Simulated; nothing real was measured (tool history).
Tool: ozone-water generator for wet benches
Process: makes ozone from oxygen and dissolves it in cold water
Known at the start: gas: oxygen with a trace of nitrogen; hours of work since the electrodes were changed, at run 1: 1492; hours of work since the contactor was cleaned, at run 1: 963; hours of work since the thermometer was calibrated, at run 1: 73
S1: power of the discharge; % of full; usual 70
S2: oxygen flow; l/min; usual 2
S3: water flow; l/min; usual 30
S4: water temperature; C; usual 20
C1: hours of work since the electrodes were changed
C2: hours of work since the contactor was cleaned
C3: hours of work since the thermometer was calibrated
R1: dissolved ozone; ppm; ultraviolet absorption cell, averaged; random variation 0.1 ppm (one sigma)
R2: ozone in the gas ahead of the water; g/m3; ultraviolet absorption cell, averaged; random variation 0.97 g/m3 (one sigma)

| run | day | S1 | S2 | S3 | S4 | C1 | C2 | C3 | R1 | R2 |
|---|---|---|---|---|---|---|---|---|---|---|
| 1 | 0 | 70 | 2 | 30 | 20 | 1492 | 963 | 73 | 6.6 | 154.9 |
| 2 | 1.621 | 70 | 2.04 | 30 | 20 | 1525 | 995 | 105 | 6.8 | 153.4 |
| 3 | 3.154 | 70 | 2.04 | 30 | 20 | 1555 | 1025 | 136 | 6.6 | 151.6 |
| 4 | 4.642 | 70 | 2.04 | 30 | 20 | 1584 | 1055 | 165 | 6.8 | 151 |
| 5 | 5.867 | 70 | 2.04 | 30 | 20 | 1609 | 1079 | 189 | 6.6 | 151.1 |
| 6 | 7.729 | 43 | 2.04 | 30 | 20 | 1646 | 1116 | 226 | 4.2 | 99.5 |
| 7 | 10.421 | 70 | 2 | 30 | 19 | 1699 | 1169 | 280 | 6.7 | 154.4 |
| 8 | 12.867 | 70 | 2 | 30 | 20 | 1747 | 1218 | 328 | 6.6 | 153.4 |
| 9 | 14.879 | 41 | 2 | 30 | 20 | 1787 | 1258 | 368 | 4.1 | 96.7 |
| 10 | 16.579 | 47 | 2 | 30 | 20 | 1821 | 1291 | 402 | 4.5 | 108.3 |
| 11 | 18.271 | 47 | 2 | 40 | 20 | 1854 | 1325 | 435 | 3.4 | 108.3 |
| 12 | 19.854 | 47 | 2 | 40 | 20 | 1886 | 1356 | 466 | 3.4 | 109.3 |
| 13 | 21.912 | 70 | 2 | 30 | 19 | 1926 | 1397 | 507 | 6.4 | 151.5 |
| 14 | 23.712 | 70 | 2 | 30 | 13 | 1962 | 1432 | 543 | 6.7 | 150.4 |
| 15 | 26.15 | 70 | 2 | 30 | 13 | 2010 | 1481 | 591 | 6.6 | 151.1 |
| 16 | 27.796 | 70 | 2 | 30 | 13 | 2043 | 1513 | 624 | 6.6 | 150.2 |
|  | 28.179 | contactor cleaned |
| 17 | 30.462 | 94 | 2 | 36 | 20 | 2092 | 45 | 673 | 6.4 | 189.1 |
| 18 | 32.162 | 94 | 1.16 | 36 | 14 | 2126 | 79 | 707 | 5.2 | 240 |
| 19 | 34.046 | 94 | 1.16 | 36 | 14 | 2163 | 116 | 744 | 5 | 237 |
| 20 | 36.367 | 74 | 1.03 | 36 | 27 | 2209 | 162 | 790 | 3.9 | 205.4 |
| 21 | 38.208 | 61 | 2.52 | 29 | 23 | 2246 | 199 | 827 | 6.1 | 119.4 |
|  | 38.525 | contactor cleaned, once more |
| 22 | 39.612 | 61 | 2.52 | 29 | 23 | 2270 | 21 | 851 | 6.5 | 120.7 |
| 23 | 41.842 | 61 | 2.52 | 21 | 23 | 2315 | 66 | 895 | 8.6 | 117.8 |
| 24 | 43.238 | 61 | 2.52 | 19 | 13 | 2342 | 93 | 923 | 10.3 | 118.1 |
| 25 | 46.292 | 70 | 2.82 | 30 | 25 | 2403 | 154 | 983 | 6.9 | 126.1 |

The next listed run, before its measurement:
| 26 | 47.967 | 70 | 2.82 | 30 | 25 | 2436 | 187 | 1017 | ? | ? |

Run 26 gave R1 6.9 ppm, R2 126 g/m3.
Without the tool's hidden state the same run would have given R1 7.9 ppm, R2 143.4 g/m3.
